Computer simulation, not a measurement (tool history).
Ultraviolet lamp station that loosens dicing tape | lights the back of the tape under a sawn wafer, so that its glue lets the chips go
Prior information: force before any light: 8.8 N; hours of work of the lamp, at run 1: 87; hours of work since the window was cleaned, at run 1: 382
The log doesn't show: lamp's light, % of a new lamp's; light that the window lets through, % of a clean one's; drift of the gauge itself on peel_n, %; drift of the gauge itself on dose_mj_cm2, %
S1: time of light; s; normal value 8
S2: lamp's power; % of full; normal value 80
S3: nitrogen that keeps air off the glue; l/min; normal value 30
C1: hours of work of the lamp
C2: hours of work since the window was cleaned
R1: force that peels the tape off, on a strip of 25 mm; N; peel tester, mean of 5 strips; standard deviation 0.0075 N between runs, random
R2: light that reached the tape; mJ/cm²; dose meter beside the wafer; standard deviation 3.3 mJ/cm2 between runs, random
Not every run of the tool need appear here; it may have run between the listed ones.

Run 1, hour 0.0: usual settings; C1 87; C2 382. Result: R1 0.409 N, R2 450 mJ/cm².
Run 2, hour 11.2: usual settings; C1 94; C2 389. Result: R1 0.409 N, R2 449 mJ/cm².
Run 3, hour 16.6: usual settings; C1 97; C2 393. Result: R1 0.413 N, R2 450 mJ/cm².
Run 4, hour 26.5: usual settings but S1 6 s; C1 103; C2 399. Result: R1 0.844 N, R2 335 mJ/cm².
Run 5, hour 32.3: usual settings but S3 19 l/min; C1 107; C2 402. Result: R1 0.570 N, R2 448 mJ/cm².
Run 6, hour 39.1: usual settings but S3 19 l/min; C1 111; C2 406. Result: R1 0.559 N, R2 441 mJ/cm².
Run 7, hour 49.3: usual settings; C1 117; C2 413. Result: R1 0.397 N, R2 440 mJ/cm².
Run 8, hour 58.6: usual settings; C1 123; C2 418. Result: R1 0.438 N, R2 437 mJ/cm².
Run 9, hour 69.7: usual settings; C1 130; C2 425. Result: R1 0.435 N, R2 439 mJ/cm².
Run 10, hour 75.9: usual settings; C1 134; C2 429. Result: R1 0.415 N, R2 436 mJ/cm².
Run 11, hour 87.8: usual settings; C1 141; C2 436. Result: R1 0.410 N, R2 438 mJ/cm².
Run 12, hour 98.1: usual settings but S1 15 s; C1 147; C2 443. Result: R1 0.087 N, R2 821 mJ/cm².
At hour 99.5: window cleaned of glue's vapour.
Run 13, hour 109.2: usual settings but S1 15 s; C1 154; C2 6. Result: R1 0.104 N, R2 745 mJ/cm².
Run 14, hour 118.5: usual settings but S1 12 s; C1 160; C2 12. Result: R1 0.192 N, R2 596 mJ/cm².
Run 15, hour 128.2: usual settings; C1 166; C2 18. Result: R1 0.567 N, R2 397 mJ/cm².
Run 16, hour 135.6: usual settings; C1 170; C2 22. Result: R1 0.568 N, R2 394 mJ/cm².
Run 17, hour 141.9: usual settings; C1 174; C2 26. Result: R1 0.542 N, R2 397 mJ/cm².
At hour 146.5: window cleaned of glue's vapour, once more.
Run 18, hour 153.7: usual settings; C1 181; C2 4. Result: R1 0.310 N, R2 501 mJ/cm².
Run 19, hour 161.3: usual settings; C1 186; C2 9. Result: R1 0.325 N, R2 488 mJ/cm².
Run 20, hour 172.6: usual settings but S2 100 % of full; C1 193; C2 16. Result: R1 0.170 N, R2 606 mJ/cm².
Run 21, hour 178.1: usual settings but S1 6 s, S2 87 % of full; C1 196; C2 19. Result: R1 0.553 N, R2 394 mJ/cm².
Run 22, hour 185.4: usual settings but S1 5 s, S3 21 l/min; C1 200; C2 24. Result: R1 1.250 N, R2 303 mJ/cm².
Run 23, hour 194.4: usual settings but S1 11 s, S2 67 % of full, S3 17 l/min; C1 206; C2 29. Result: R1 0.340 N, R2 564 mJ/cm².
Run 24, hour 201.0: usual settings but S2 79 % of full; C1 210; C2 34. Result: R1 0.338 N, R2 472 mJ/cm².
Run 25, hour 206.5: usual settings but S1 12 s, S2 98 % of full, S3 11 l/min; C1 214; C2 37. Result: R1 0.130 N, R2 889 mJ/cm².
Run 26, hour 215.7: usual settings but S1 12 s, S2 98 % of full, S3 11 l/min; C1 219; C2 43. Result: R1 0.145 N, R2 890 mJ/cm².
Run 27, hour 226.0: usual settings but S1 7 s, S2 98 % of full, S3 13 l/min; C1 225; C2 49. Result: R1 0.528 N, R2 511 mJ/cm².
Run 28, hour 232.9: usual settings but S1 7 s, S2 98 % of full, S3 13 l/min; C1 230; C2 53. Result: R1 0.546 N, R2 515 mJ/cm².
Run 29, hour 242.1: usual settings but S1 6 s, S2 64 % of full, S3 13 l/min; C1 235; C2 59. Result: R1 1.809 N, R2 287 mJ/cm².
Run 30, hour 254.6: usual settings but S1 6 s, S2 64 % of full, S3 13 l/min; C1 243; C2 67. Result: R1 1.810 N, R2 284 mJ/cm².
Run 31, hour 260.9: usual settings but S1 6 s, S2 64 % of full, S3 13 l/min; C1 247; C2 70. Result: R1 1.851 N, R2 285 mJ/cm².
Run 32, hour 267.8: usual settings but S1 6 s, S2 64 % of full, S3 13 l/min; C1 251; C2 75. Result: R1 1.722 N, R2 286 mJ/cm².
Run 33, hour 278.1: usual settings but S1 13 s; C1 258; C2 81. Result: R1 0.098 N, R2 764 mJ/cm².
Run 34, hour 288.4: usual settings but S1 13 s; C1 264; C2 87. Result: R1 0.109 N, R2 766 mJ/cm².
Run 35, hour 299.4: usual settings but S1 4 s, S3 28 l/min; C1 271; C2 94. Result: R1 1.649 N, R2 236 mJ/cm².
Run 36, hour 306.4: usual settings but S2 61 % of full, S3 16 l/min; C1 275; C2 98. Result: R1 1.063 N, R2 359 mJ/cm².
Run 37, hour 316.4: usual settings but S1 15 s, S2 61 % of full, S3 9 l/min; C1 281; C2 105. Result: R1 0.361 N, R2 667 mJ/cm².

What if the next run were any one of these 3? Each begins from the tool's condition after run 37:
Run A, hour 325.9: usual settings but S1 12 s, S2 100 % of full, S3 9 l/min; C1 287; C2 111. Result: R1 ?, R2 ?.
Run B, hour 325.9: usual settings but S1 7 s, S2 71 % of full, S3 29 l/min; C1 287; C2 111. Result: R1 ?, R2 ?.
Run C, hour 325.9: usual settings but S1 15 s, S2 90 % of full, S3 9 l/min; C1 287; C2 111. Result: R1 ?, R2 ?.

run     R1   R2
  A  0.175  876
  B  0.707  362
  C  0.117  983
Had the tool no hidden state, the same runs would have come out as:
run     R1    R2
  A  0.137   967
  B  0.556   400
  C  0.093  1084
